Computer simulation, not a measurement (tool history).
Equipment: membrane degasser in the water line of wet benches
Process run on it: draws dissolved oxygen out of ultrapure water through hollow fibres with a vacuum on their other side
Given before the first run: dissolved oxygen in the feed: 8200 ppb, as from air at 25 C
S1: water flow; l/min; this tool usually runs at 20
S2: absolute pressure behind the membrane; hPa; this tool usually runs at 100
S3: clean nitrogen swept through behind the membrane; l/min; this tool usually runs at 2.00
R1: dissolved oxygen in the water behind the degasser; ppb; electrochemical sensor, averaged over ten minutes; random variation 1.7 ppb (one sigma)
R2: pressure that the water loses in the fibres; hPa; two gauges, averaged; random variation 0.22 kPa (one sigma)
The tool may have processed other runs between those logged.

run    hour  S1   S2    S3     R1     R2
  1     0.0  20  100  2.00  182.1  521.5
  2   213.3  20  100  2.00  185.2  526.1
  3   423.1  20  100  2.00  186.0  526.4
  4   608.7  23  100  2.00  217.9  609.3
  5   850.0  23  100  2.00  220.7  609.2
  6  1070.6  23   62  2.00  122.8  606.7
  7  1295.5  20  100  3.10  129.7  530.2
  8  1446.0  20  100  3.10  129.3  527.3
  9  1619.2  20  100  2.00  191.0  531.5
 10  1807.8  20  100  2.00  188.4  529.9
     1831.5  -- vacuum gauge calibrated
 11  1946.5  20  100  2.00  174.7  530.4
 12  2178.2  20  100  2.00  180.2  531.0
 13  2377.6  20  100  2.00  181.2  533.3
     2499.7  -- seals of the vacuum lines changed
 14  2613.4  20  100  2.00  176.0  532.1
 15  2783.8  20  100  2.00  175.3  533.4
 16  2949.1  20  141  2.00  268.1  537.2
 17  3076.2  12  100  3.25   65.0  324.2
 18  3329.3  12  100  3.25   64.7  321.3
 19  3495.7  18  203  2.58  289.4  480.6
 20  3645.6  12  201  2.00  250.3  322.6

Run 21 has not been measured yet. What should we expect?
 21  3846.5  14  201  2.75   ?   ?

Run 21 came out at R1 211.6 ppb, R2 378.3 hPa.
With the hidden condition absent and the run-to-run variation left alone, this run would have shown R1 205.7 ppb, R2 368.0 hPa.
